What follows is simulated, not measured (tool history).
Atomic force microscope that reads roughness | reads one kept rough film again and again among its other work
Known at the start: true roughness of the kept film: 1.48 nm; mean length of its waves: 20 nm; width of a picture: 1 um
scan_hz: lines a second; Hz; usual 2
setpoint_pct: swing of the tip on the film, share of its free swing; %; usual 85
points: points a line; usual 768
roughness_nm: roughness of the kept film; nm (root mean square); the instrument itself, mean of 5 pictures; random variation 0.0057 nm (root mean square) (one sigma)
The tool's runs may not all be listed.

| run | day | scan_hz | setpoint_pct | points | roughness_nm |
|---|---|---|---|---|---|
| 1 | 0 | 2 | 85 | 768 | 1.029 |
| 2 | 0.258 | 2 | 85 | 768 | 1.021 |
| 3 | 0.575 | 2 | 85 | 768 | 1.023 |
| 4 | 0.829 | 2 | 85 | 768 | 1.016 |
| 5 | 1.129 | 2 | 85 | 327 | 1 |
| 6 | 1.392 | 2 | 85 | 327 | 1.002 |
| 7 | 1.592 | 2 | 85 | 327 | 1.007 |
| 8 | 1.825 | 2 | 85 | 327 | 0.992 |
| 9 | 2.054 | 2 | 85 | 327 | 0.996 |
| 10 | 2.275 | 2 | 85 | 327 | 1.014 |
| 11 | 2.442 | 2 | 80 | 768 | 1.067 |
| 12 | 2.646 | 2 | 80 | 768 | 1.07 |
| 13 | 2.938 | 2 | 80 | 768 | 1.074 |
| 14 | 3.312 | 2 | 80 | 768 | 1.072 |
| 15 | 3.629 | 2 | 58 | 768 | 1.218 |
|  | 3.871 | new tip fitted |
| 16 | 3.871 | 2 | 55 | 768 | 1.228 |
| 17 | 4.062 | 2 | 55 | 768 | 1.22 |
| 18 | 4.283 | 2 | 55 | 768 | 1.229 |
| 19 | 4.604 | 2 | 61 | 768 | 1.209 |
| 20 | 4.825 | 2 | 61 | 768 | 1.205 |
| 21 | 5.025 | 0.76 | 85 | 768 | 1.175 |
| 22 | 5.346 | 0.76 | 85 | 768 | 1.167 |
| 23 | 5.567 | 1.89 | 85 | 768 | 1.028 |
| 24 | 5.888 | 2 | 85 | 284 | 0.99 |
| 25 | 6.171 | 2.86 | 85 | 900 | 0.941 |
| 26 | 6.446 | 2.45 | 88 | 715 | 0.946 |
| 27 | 6.675 | 2.45 | 88 | 715 | 0.945 |
| 28 | 6.862 | 2.45 | 60 | 776 | 1.182 |
| 29 | 7.188 | 1.74 | 81 | 328 | 1.054 |
| 30 | 7.371 | 0.72 | 70 | 286 | 1.197 |
| 31 | 7.538 | 0.72 | 70 | 286 | 1.2 |
| 32 | 7.838 | 0.72 | 70 | 286 | 1.206 |
| 33 | 8.217 | 0.72 | 70 | 591 | 1.226 |
| 34 | 8.496 | 0.72 | 81 | 286 | 1.157 |
| 35 | 8.75 | 2 | 85 | 440 | 1.005 |
| 36 | 8.971 | 2 | 85 | 440 | 1.015 |
| 37 | 9.208 | 2 | 84 | 472 | 1.021 |
| 38 | 9.388 | 0.57 | 84 | 472 | 1.189 |
| 39 | 9.562 | 2.91 | 88 | 768 | 0.899 |
| 40 | 9.875 | 2 | 61 | 379 | 1.181 |
| 41 | 10.179 | 3.37 | 77 | 401 | 0.98 |
| 42 | 10.492 | 3.37 | 77 | 401 | 0.983 |
|  | 10.546 | new tip fitted |
| 43 | 10.854 | 3.37 | 77 | 401 | 0.978 |
| 44 | 11.221 | 1.05 | 80 | 309 | 1.136 |
| 45 | 11.375 | 0.59 | 89 | 852 | 1.183 |
| 46 | 11.692 | 0.59 | 89 | 852 | 1.182 |

Forecast each of these 5 alternatives for the next run:
| A | 11.988 | 0.74 | 68 | 852 | ? |
| B | 11.988 | 1.49 | 68 | 275 | ? |
| C | 11.988 | 2.84 | 88 | 535 | ? |
| D | 11.988 | 3.11 | 80 | 777 | ? |
| E | 11.988 | 3.48 | 63 | 1015 | ? |

| run | roughness_nm |
|---|---|
| A | 1.241 |
| B | 1.151 |
| C | 0.896 |
| D | 0.976 |
| E | 1.131 |
Without the tool's hidden state the same runs would have given:
| run | roughness_nm |
|---|---|
| A | 1.242 |
| B | 1.152 |
| C | 0.896 |
| D | 0.977 |
| E | 1.132 |
